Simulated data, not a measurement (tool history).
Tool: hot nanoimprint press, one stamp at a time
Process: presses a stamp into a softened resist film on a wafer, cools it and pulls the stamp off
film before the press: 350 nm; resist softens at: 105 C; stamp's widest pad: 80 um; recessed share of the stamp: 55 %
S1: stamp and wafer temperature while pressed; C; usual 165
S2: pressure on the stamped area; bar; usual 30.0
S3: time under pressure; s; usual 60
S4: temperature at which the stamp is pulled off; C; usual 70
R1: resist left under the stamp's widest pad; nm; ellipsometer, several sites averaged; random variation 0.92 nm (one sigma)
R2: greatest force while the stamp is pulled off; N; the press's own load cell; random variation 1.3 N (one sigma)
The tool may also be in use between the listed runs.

run	hour	S1	S2	S3	S4	R1	R2
1	0.0	165	30.0	60	70	146.6	110
2	52.6	165	30.0	60	70	145.7	114
3	122.1	165	30.0	60	70	144.2	115
# hour 141.0: stamp cleaned and given a new release coat
4	181.2	165	30.0	60	70	144.0	102
5	231.7	165	30.0	60	70	143.5	106
6	289.6	165	30.0	60	70	141.8	108
7	322.5	165	30.0	60	70	142.2	110
8	384.9	165	30.0	60	70	140.7	112
9	449.0	165	30.0	60	70	139.6	113
# hour 465.3: stamp cleaned and given a new release coat
10	502.9	165	30.0	60	70	138.1	101
11	577.4	165	30.0	60	70	137.1	104
12	653.7	164	22.1	38	64	193.1	117
13	692.0	164	22.1	38	64	192.0	118
14	741.0	165	32.8	101	58	104.3	131
# hour 793.5: stamp cleaned and given a new release coat
15	802.0	164	30.0	60	70	143.2	100
16	862.8	164	30.0	60	70	142.0	96
# hour 875.6: press's hydraulic seals changed and the load cell set to zero
17	914.0	165	30.0	85	70	115.6	103
18	950.9	165	48.0	60	60	106.2	117
19	1020.7	165	48.0	60	60	106.0	122
# hour 1037.6: plate thermocouple calibrated
20	1093.7	165	24.9	71	59	149.4	132
# hour 1130.9: stamp cleaned and given a new release coat
21	1132.6	176	18.3	36	77	141.6	92

Forecast each of these 4 alternatives for the next run:
A	1202.0	176	18.3	58	77	?	?
B	1202.0	176	32.9	36	77	?	?
C	1202.0	176	18.3	33	77	?	?
D	1202.0	165	30.0	60	56	?	?

run	R1	R2
A	115.0	96
B	107.1	95
C	144.4	97
D	147.4	120
Without the tool's hidden state the same runs would have given:
run	R1	R2
A	115.6	92
B	107.3	91
C	145.1	93
D	148.1	115

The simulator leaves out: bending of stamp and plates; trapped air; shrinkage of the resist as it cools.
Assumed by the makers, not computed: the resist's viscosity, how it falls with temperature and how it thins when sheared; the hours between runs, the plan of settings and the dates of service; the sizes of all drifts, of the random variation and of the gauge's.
